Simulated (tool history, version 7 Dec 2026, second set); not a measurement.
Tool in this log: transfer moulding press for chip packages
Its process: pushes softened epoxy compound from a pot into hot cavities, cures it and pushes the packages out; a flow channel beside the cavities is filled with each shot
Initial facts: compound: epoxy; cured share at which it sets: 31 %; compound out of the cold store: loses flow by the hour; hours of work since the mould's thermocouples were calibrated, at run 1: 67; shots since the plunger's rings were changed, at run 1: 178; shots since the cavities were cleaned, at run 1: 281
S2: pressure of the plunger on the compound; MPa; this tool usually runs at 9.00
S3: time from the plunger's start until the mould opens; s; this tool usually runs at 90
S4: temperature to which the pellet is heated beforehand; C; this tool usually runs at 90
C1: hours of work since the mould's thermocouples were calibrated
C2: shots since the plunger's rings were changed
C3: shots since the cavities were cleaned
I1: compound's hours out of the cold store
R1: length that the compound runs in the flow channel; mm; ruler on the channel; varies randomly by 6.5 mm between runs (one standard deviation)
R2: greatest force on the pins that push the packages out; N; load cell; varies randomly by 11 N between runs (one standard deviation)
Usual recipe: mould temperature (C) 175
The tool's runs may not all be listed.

{"run": 1, "day": 0.0, "mould temperature (C)": 175, "S2": 9.0, "S3": 90, "S4": 90, "C1": 67, "C2": 178, "C3": 281, "I1": 25.6, "R1": 776, "R2": 695}
{"run": 2, "day": 0.392, "mould temperature (C)": 175, "S2": 9.0, "S3": 90, "S4": 90, "C1": 73, "C2": 300, "C3": 403, "I1": 43.0, "R1": 733, "R2": 696}
{"day": 0.475, "done": "cavities cleaned with cleaning compound and waxed"}
{"run": 3, "day": 0.8, "mould temperature (C)": 175, "S2": 7.16, "S3": 90, "S4": 90, "C1": 79, "C2": 407, "C3": 100, "I1": 25.6, "R1": 702, "R2": 634}
{"run": 4, "day": 1.217, "mould temperature (C)": 175, "S2": 7.16, "S3": 90, "S4": 90, "C1": 85, "C2": 537, "C3": 230, "I1": 38.2, "R1": 665, "R2": 651}
{"run": 5, "day": 1.517, "mould temperature (C)": 175, "S2": 7.16, "S3": 90, "S4": 90, "C1": 90, "C2": 631, "C3": 324, "I1": 19.8, "R1": 728, "R2": 727}
{"run": 6, "day": 1.783, "mould temperature (C)": 175, "S2": 7.16, "S3": 90, "S4": 90, "C1": 94, "C2": 713, "C3": 406, "I1": 28.4, "R1": 693, "R2": 741}
{"day": 1.888, "done": "cavities cleaned with cleaning compound and waxed"}
{"run": 7, "day": 2.146, "mould temperature (C)": 175, "S2": 7.16, "S3": 90, "S4": 90, "C1": 99, "C2": 807, "C3": 81, "I1": 26.1, "R1": 687, "R2": 633}
{"run": 8, "day": 2.621, "mould temperature (C)": 175, "S2": 7.16, "S3": 90, "S4": 90, "C1": 106, "C2": 955, "C3": 229, "I1": 19.5, "R1": 709, "R2": 708}
{"run": 9, "day": 3.167, "mould temperature (C)": 175, "S2": 7.16, "S3": 90, "S4": 90, "C1": 114, "C2": 1125, "C3": 399, "I1": 30.8, "R1": 679, "R2": 721}
{"day": 3.271, "done": "cavities cleaned with cleaning compound and waxed"}
{"run": 10, "day": 3.812, "mould temperature (C)": 175, "S2": 7.16, "S3": 90, "S4": 90, "C1": 124, "C2": 1306, "C3": 169, "I1": 38.6, "R1": 659, "R2": 657}
{"run": 11, "day": 4.121, "mould temperature (C)": 175, "S2": 9.0, "S3": 90, "S4": 90, "C1": 128, "C2": 1401, "C3": 264, "I1": 36.0, "R1": 731, "R2": 706}
{"day": 4.671, "done": "cavities cleaned with cleaning compound and waxed"}
{"run": 12, "day": 4.767, "mould temperature (C)": 175, "S2": 9.0, "S3": 90, "S4": 90, "C1": 137, "C2": 1582, "C3": 29, "I1": 47.1, "R1": 709, "R2": 559}
{"run": 13, "day": 5.05, "mould temperature (C)": 175, "S2": 9.0, "S3": 90, "S4": 90, "C1": 142, "C2": 1671, "C3": 118, "I1": 25.7, "R1": 760, "R2": 664}
{"run": 14, "day": 5.354, "mould temperature (C)": 175, "S2": 9.0, "S3": 90, "S4": 90, "C1": 146, "C2": 1765, "C3": 212, "I1": 17.5, "R1": 783, "R2": 705}
{"run": 15, "day": 5.921, "mould temperature (C)": 167, "S2": 9.94, "S3": 89, "S4": 85, "C1": 155, "C2": 1942, "C3": 389, "I1": 13.2, "R1": 875, "R2": 1368}
{"day": 6.079, "done": "cavities cleaned with cleaning compound and waxed"}
{"run": 16, "day": 6.446, "mould temperature (C)": 167, "S2": 9.94, "S3": 89, "S4": 85, "C1": 162, "C2": 2085, "C3": 114, "I1": 26.8, "R1": 820, "R2": 1130}
{"run": 17, "day": 6.7, "mould temperature (C)": 167, "S2": 9.94, "S3": 89, "S4": 85, "C1": 166, "C2": 2164, "C3": 193, "I1": 21.6, "R1": 841, "R2": 1251}
{"run": 18, "day": 7.171, "mould temperature (C)": 183, "S2": 9.36, "S3": 89, "S4": 85, "C1": 174, "C2": 2311, "C3": 340, "I1": 22.3, "R1": 779, "R2": 572}
{"day": 7.5, "done": "cavities cleaned with cleaning compound and waxed"}
{"run": 19, "day": 7.675, "mould temperature (C)": 169, "S2": 9.0, "S3": 86, "S4": 83, "C1": 181, "C2": 2448, "C3": 55, "I1": 46.9, "R1": 705, "R2": 922}
{"run": 20, "day": 7.983, "mould temperature (C)": 169, "S2": 9.0, "S3": 86, "S4": 83, "C1": 185, "C2": 2544, "C3": 151, "I1": 34.2, "R1": 742, "R2": 1123}
{"run": 21, "day": 8.417, "mould temperature (C)": 169, "S2": 9.0, "S3": 86, "S4": 83, "C1": 192, "C2": 2678, "C3": 285, "I1": 29.5, "R1": 769, "R2": 1225}
{"day": 8.9, "done": "cavities cleaned with cleaning compound and waxed"}
{"run": 22, "day": 9.029, "mould temperature (C)": 169, "S2": 9.0, "S3": 86, "S4": 83, "C1": 201, "C2": 2850, "C3": 40, "I1": 21.2, "R1": 795, "R2": 1064}
{"run": 23, "day": 9.533, "mould temperature (C)": 173, "S2": 9.0, "S3": 91, "S4": 90, "C1": 208, "C2": 3006, "C3": 196, "I1": 26.2, "R1": 761, "R2": 753}
{"run": 24, "day": 9.917, "mould temperature (C)": 173, "S2": 9.0, "S3": 91, "S4": 90, "C1": 214, "C2": 3126, "C3": 316, "I1": 29.2, "R1": 749, "R2": 821}
{"day": 10.296, "done": "cavities cleaned with cleaning compound and waxed"}
{"run": 25, "day": 10.333, "mould temperature (C)": 175, "S2": 9.0, "S3": 90, "S4": 84, "C1": 220, "C2": 3236, "C3": 13, "I1": 36.7, "R1": 714, "R2": 566}
{"run": 26, "day": 10.821, "mould temperature (C)": 175, "S2": 9.0, "S3": 90, "S4": 84, "C1": 227, "C2": 3387, "C3": 164, "I1": 12.1, "R1": 813, "R2": 720}
{"run": 27, "day": 11.217, "mould temperature (C)": 168, "S2": 10.69, "S3": 129, "S4": 90, "C1": 234, "C2": 3510, "C3": 287, "I1": 42.3, "R1": 769, "R2": 572}
{"run": 28, "day": 11.496, "mould temperature (C)": 175, "S2": 9.0, "S3": 90, "S4": 85, "C1": 238, "C2": 3597, "C3": 374, "I1": 30.7, "R1": 733, "R2": 771}

Hidden state or all else? Some run-to-run changes of R1, split into what the settings, what came in and random variation would give without the hidden state, and what is left for the hidden state (with any gauge scatter that isn't in both results):
The tool's hidden condition here consists of: true mould temperature over the reading, C; pressure that reaches the compound, % of what is set; grip of the stained cavities, % over clean ones'; drift of the gauge itself on flow_mm, %; drift of the gauge itself on push_out_n, %.
Run 14 -> 15: mould temperature (C) 175 -> 167, S2 9.00 -> 9.94, S3 90 -> 89, S4 90 -> 85. R1 +92 mm: hidden state -5, all else +97.
Run 25 -> 26: no setting touched and nothing written in the log between the runs. R1 +99 mm: hidden state -8, all else +107.
